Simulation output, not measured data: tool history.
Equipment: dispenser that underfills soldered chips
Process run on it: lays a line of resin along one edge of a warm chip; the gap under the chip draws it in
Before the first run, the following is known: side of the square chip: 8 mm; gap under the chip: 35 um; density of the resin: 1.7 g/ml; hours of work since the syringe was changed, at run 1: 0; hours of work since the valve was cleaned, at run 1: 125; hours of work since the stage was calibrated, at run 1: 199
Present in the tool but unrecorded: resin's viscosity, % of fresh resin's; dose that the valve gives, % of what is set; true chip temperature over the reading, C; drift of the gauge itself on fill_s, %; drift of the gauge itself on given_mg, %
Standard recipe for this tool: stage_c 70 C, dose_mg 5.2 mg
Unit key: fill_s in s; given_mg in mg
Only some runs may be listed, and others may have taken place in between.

| run | hour | stage_c | dose_mg | hours of work since the syringe was changed | hours of work since the valve was cleaned | hours of work since the stage was calibrated | fill_s | given_mg |
|---|---|---|---|---|---|---|---|---|
| 1 | 0 | 70 | 5.2 | 0 | 125 | 199 | 117.7 | 4.65 |
| 2 | 4 | 70 | 5.2 | 3 | 128 | 202 | 141.6 | 4.86 |
| 3 | 8.9 | 57 | 5.2 | 6 | 131 | 205 | 347.4 | 4.7 |
|  | 11.2 | new syringe of resin |
| 4 | 13.2 | 57 | 5.17 | 1 | 134 | 208 | 252.3 | 4.75 |
| 5 | 18.8 | 70 | 5.2 | 5 | 138 | 211 | 160.8 | 4.71 |
|  | 22.4 | new syringe of resin |
| 6 | 22.6 | 70 | 5.2 | 0 | 140 | 214 | 120 | 4.66 |
| 7 | 27 | 74 | 5.2 | 3 | 143 | 216 | 118.4 | 4.68 |
| 8 | 30.2 | 74 | 5.2 | 5 | 145 | 219 | 136.8 | 4.73 |
|  | 31.8 | dispensing valve cleaned and set on the balance |
|  | 34.4 | new syringe of resin |
| 9 | 38.4 | 66 | 4.52 | 3 | 4 | 223 | 179.2 | 4.54 |
| 10 | 42.3 | 71 | 6.68 | 5 | 7 | 226 | 151.1 | 6.66 |
|  | 45.4 | new syringe of resin |
| 11 | 46.6 | 71 | 6.68 | 1 | 9 | 228 | 112.1 | 6.65 |
| 12 | 51.9 | 68 | 5.15 | 4 | 13 | 232 | 170.8 | 5.05 |

Measured minus without-hidden-state, run by run (identical run-to-run variation in each term; gauge scatter may differ):
| run | fill_s | given_mg |
|---|---|---|
| 1 | +10.2 | -0.44 |
| 2 | +32.7 | -0.45 |
| 3 | +132.6 | -0.46 |
| 4 | +41.6 | -0.47 |
| 5 | +54.8 | -0.48 |
| 6 | +13.9 | -0.49 |
| 7 | +31.6 | -0.51 |
| 8 | +49.5 | -0.51 |
| 9 | +40.3 | -0.01 |
| 10 | +51.4 | -0.02 |
| 11 | +13.8 | -0.03 |
| 12 | +51.4 | -0.03 |

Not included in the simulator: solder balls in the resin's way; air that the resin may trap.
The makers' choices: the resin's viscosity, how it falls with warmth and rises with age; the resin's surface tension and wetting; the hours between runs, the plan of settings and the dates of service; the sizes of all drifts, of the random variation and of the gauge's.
